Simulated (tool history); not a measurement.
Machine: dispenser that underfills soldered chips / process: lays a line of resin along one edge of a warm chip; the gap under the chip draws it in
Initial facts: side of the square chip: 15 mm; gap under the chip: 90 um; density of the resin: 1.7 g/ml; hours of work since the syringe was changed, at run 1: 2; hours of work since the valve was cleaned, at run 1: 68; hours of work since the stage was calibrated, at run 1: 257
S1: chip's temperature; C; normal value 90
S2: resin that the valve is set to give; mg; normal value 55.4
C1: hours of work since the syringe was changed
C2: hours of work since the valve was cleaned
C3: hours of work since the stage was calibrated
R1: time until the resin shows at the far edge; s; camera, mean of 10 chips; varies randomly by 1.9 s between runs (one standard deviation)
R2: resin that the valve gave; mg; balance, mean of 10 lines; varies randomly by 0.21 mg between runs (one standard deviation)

run 1 hour=0.0 | S1=90 S2=55.4 | C1=2 C2=68 C3=257 | R1=202.9 R2=52.24
run 2 hour=4.1 | S1=90 S2=55.4 | C1=6 C2=71 C3=261 | R1=233.0 R2=52.09
-- hour=10.6 new syringe of resin
run 3 hour=10.6 | S1=90 S2=55.4 | C1=0 C2=76 C3=266 | R1=180.0 R2=51.82
-- hour=18.0 dispensing valve cleaned and set on the balance
run 4 hour=18.0 | S1=77 S2=55.4 | C1=5 C2=0 C3=271 | R1=339.4 R2=55.52
-- hour=24.9 new syringe of resin
run 5 hour=27.7 | S1=77 S2=55.4 | C1=2 C2=7 C3=278 | R1=290.9 R2=55.14
run 6 hour=31.6 | S1=77 S2=55.4 | C1=5 C2=10 C3=281 | R1=333.7 R2=54.99
-- hour=38.7 new syringe of resin
run 7 hour=40.9 | S1=90 S2=58.0 | C1=2 C2=18 C3=288 | R1=195.7 R2=56.76
run 8 hour=47.9 | S1=90 S2=58.0 | C1=7 C2=23 C3=294 | R1=260.4 R2=56.94
-- hour=52.2 new syringe of resin
run 9 hour=55.1 | S1=90 S2=58.0 | C1=2 C2=29 C3=299 | R1=199.3 R2=56.26
run 10 hour=61.4 | S1=90 S2=58.0 | C1=7 C2=33 C3=304 | R1=250.3 R2=56.16
-- hour=65.7 new syringe of resin
run 11 hour=70.2 | S1=90 S2=55.4 | C1=4 C2=40 C3=311 | R1=214.4 R2=53.40
run 12 hour=77.4 | S1=90 S2=55.4 | C1=9 C2=46 C3=316 | R1=284.8 R2=53.50
-- hour=79.0 new syringe of resin
run 13 hour=81.6 | S1=90 S2=55.4 | C1=2 C2=49 C3=320 | R1=197.0 R2=53.02
run 14 hour=89.9 | S1=90 S2=55.4 | C1=9 C2=55 C3=326 | R1=275.5 R2=53.05
-- hour=92.4 new syringe of resin
run 15 hour=98.7 | S1=90 S2=55.4 | C1=5 C2=62 C3=333 | R1=229.7 R2=52.56
run 16 hour=104.5 | S1=88 S2=55.4 | C1=10 C2=67 C3=337 | R1=303.0 R2=52.44
-- hour=106.2 new syringe of resin
run 17 hour=113.8 | S1=88 S2=55.4 | C1=6 C2=74 C3=344 | R1=258.8 R2=51.93
-- hour=119.6 new syringe of resin
run 18 hour=120.1 | S1=90 S2=64.2 | C1=0 C2=79 C3=349 | R1=182.8 R2=60.48
-- hour=124.9 dispensing valve cleaned and set on the balance
run 19 hour=126.1 | S1=87 S2=57.3 | C1=4 C2=1 C3=353 | R1=241.9 R2=57.20
-- hour=133.8 new syringe of resin
run 20 hour=133.8 | S1=96 S2=47.7 | C1=0 C2=7 C3=359 | R1=154.4 R2=47.53
run 21 hour=141.0 | S1=98 S2=59.2 | C1=6 C2=12 C3=365 | R1=184.6 R2=58.45

What does the tool deliver on the next run?
-- hour=147.4 new syringe of resin
run 22 hour=148.4 | S1=98 S2=59.2 | C1=1 C2=18 C3=370 | R1=? R2=?

R1: 148.0 s
R2: 58.34 mg
With the hidden condition absent and the run-to-run variation left alone, this run would have shown R1 152.4 s, R2 59.23 mg.

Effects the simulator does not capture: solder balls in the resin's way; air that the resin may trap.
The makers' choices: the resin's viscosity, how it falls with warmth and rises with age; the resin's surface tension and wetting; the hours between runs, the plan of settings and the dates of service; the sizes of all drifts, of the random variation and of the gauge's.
